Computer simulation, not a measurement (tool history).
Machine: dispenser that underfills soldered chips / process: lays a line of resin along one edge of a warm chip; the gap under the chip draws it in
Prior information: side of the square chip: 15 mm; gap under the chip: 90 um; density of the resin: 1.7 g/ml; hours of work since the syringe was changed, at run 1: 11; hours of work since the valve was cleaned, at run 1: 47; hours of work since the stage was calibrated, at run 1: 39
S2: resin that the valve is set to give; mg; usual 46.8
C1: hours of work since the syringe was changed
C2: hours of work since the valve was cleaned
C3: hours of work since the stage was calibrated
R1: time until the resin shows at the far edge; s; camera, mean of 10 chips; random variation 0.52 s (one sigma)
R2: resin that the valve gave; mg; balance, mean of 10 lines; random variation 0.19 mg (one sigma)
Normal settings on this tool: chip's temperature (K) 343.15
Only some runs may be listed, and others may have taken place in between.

Run 1, day 0.000: usual settings; C1 11; C2 47; C3 39. Result: R1 90.7 s, R2 44.68 mg.
At day 0.033: new syringe of resin.
Run 2, day 0.104: usual settings; C1 1; C2 48; C3 41. Result: R1 45.8 s, R2 44.97 mg.
Run 3, day 0.200: usual settings; C1 3; C2 50; C3 42. Result: R1 50.3 s, R2 44.54 mg.
Run 4, day 0.392: usual settings but S2 50.0 mg; C1 6; C2 53; C3 45. Result: R1 59.1 s, R2 47.70 mg.
Run 5, day 0.596: usual settings but S2 58.8 mg; C1 9; C2 56; C3 49. Result: R1 71.7 s, R2 55.72 mg.
At day 0.788: new syringe of resin.
Run 6, day 0.788: usual settings but S2 58.8 mg; C1 0; C2 59; C3 52. Result: R1 40.2 s, R2 55.82 mg.
Run 7, day 0.912: usual settings but S2 47.8 mg; C1 2; C2 61; C3 54. Result: R1 47.8 s, R2 45.17 mg.
Run 8, day 1.108: usual settings but S2 47.8 mg; C1 5; C2 64; C3 57. Result: R1 59.6 s, R2 45.38 mg.
At day 1.179: dispensing valve cleaned and set on the balance.
Run 9, day 1.342: usual settings but S2 47.8 mg; C1 8; C2 3; C3 60. Result: R1 70.3 s, R2 47.70 mg.
Run 10, day 1.483: usual settings; C1 10; C2 5; C3 62. Result: R1 83.4 s, R2 46.46 mg.
At day 1.579: new syringe of resin.
Run 11, day 1.592: usual settings; C1 0; C2 6; C3 63. Result: R1 41.1 s, R2 46.44 mg.
Run 12, day 1.762: usual settings; C1 3; C2 9; C3 66. Result: R1 49.4 s, R2 46.38 mg.
Run 13, day 1.850: usual settings; C1 4; C2 10; C3 68. Result: R1 55.5 s, R2 46.60 mg.
Run 14, day 2.012: usual settings; C1 7; C2 13; C3 70. Result: R1 65.4 s, R2 46.26 mg.
Run 15, day 2.225: usual settings; C1 10; C2 16; C3 74. Result: R1 81.5 s, R2 46.24 mg.
At day 2.333: new syringe of resin.
Run 16, day 2.412: usual settings but S2 45.7 mg; C1 1; C2 19; C3 76. Result: R1 45.0 s, R2 45.02 mg.
Run 17, day 2.554: usual settings; C1 4; C2 22; C3 79. Result: R1 53.4 s, R2 45.75 mg.
Run 18, day 2.688: usual settings; C1 6; C2 24; C3 81. Result: R1 60.6 s, R2 45.86 mg.
Run 19, day 2.867: usual settings; C1 9; C2 26; C3 84. Result: R1 73.1 s, R2 45.74 mg.
Run 20, day 3.004: usual settings but chip's temperature (K) 341.15, S2 49.8 mg; C1 11; C2 29; C3 86. Result: R1 88.2 s, R2 48.54 mg.

Expected results for the next run?
At day 3.088: new syringe of resin.
Run 21, day 3.162: usual settings but chip's temperature (K) 335.15, S2 59.4 mg; C1 1; C2 31; C3 88. Result: R1 ?, R2 ?.

R1: 58.6 s
R2: 57.34 mg
The same run, on a tool lacking any hidden state, would have yielded R1 55.0 s, R2 58.96 mg.
